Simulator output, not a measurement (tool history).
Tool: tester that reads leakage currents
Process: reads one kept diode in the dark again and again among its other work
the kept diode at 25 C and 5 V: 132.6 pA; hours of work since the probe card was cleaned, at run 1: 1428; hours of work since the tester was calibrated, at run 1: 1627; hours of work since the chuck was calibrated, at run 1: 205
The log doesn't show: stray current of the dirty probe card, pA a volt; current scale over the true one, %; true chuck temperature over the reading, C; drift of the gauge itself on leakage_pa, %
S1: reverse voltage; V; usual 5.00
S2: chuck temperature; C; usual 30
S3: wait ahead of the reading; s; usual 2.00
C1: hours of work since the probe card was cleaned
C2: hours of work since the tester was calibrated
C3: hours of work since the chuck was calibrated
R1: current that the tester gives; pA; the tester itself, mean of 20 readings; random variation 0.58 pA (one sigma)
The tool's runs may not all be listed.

run    hour    S1  S2    S3    C1    C2   C3       R1
  1     0.0  5.00  30  2.00  1428  1627  205   192.01
  2    58.9  5.00  30  2.00  1460  1659  237   192.24
  3   104.1  5.00  30  2.00  1485  1684  261   191.60
  4   188.8  5.00  30  2.00  1531  1730  307   191.67
  5   270.9  5.00  30  2.00  1575  1774  352   191.26
  6   360.9  5.00  30  2.00  1624  1823  401   192.41
  7   438.6  5.00  30  2.32  1667  1866  443   191.80
  8   527.1  5.00  30  2.32  1715  1914  491   191.81
  9   564.7  5.00  30  2.00  1735  1934  512   191.69
 10   638.9  5.00  30  2.00  1776  1975  552   190.79
 11   723.6  5.00  39  2.00  1822  2021  598   356.55
 12   798.6  5.00  39  2.00  1862  2062  639   357.35
 13   844.0  5.00  39  2.00  1887  2086  664   359.18
 14   897.9  5.00  30  2.00  1917  2116  693   191.79
 15   970.9  5.00  30  2.00  1956  2155  733   191.29
 16  1061.5  5.00  30  2.00  2006  2205  782   191.32
 17  1128.6  5.00  30  2.00  2042  2241  819   190.98
 18  1201.8  5.00  30  2.00  2082  2281  859   192.28
 19  1266.8  2.39  59  0.30  2117  2316  894  1021.39
 20  1308.1  2.39  51  1.72  2140  2339  916   622.07
 21  1369.8  2.39  51  1.72  2173  2372  950   621.24

The next listed run, before its measurement:
 22  1417.0  2.39  51  1.72  2199  2398  976   ?

Run 22 gave R1 623.68 pA.
Without the tool's hidden state the same run would have given R1 624.57 pA.
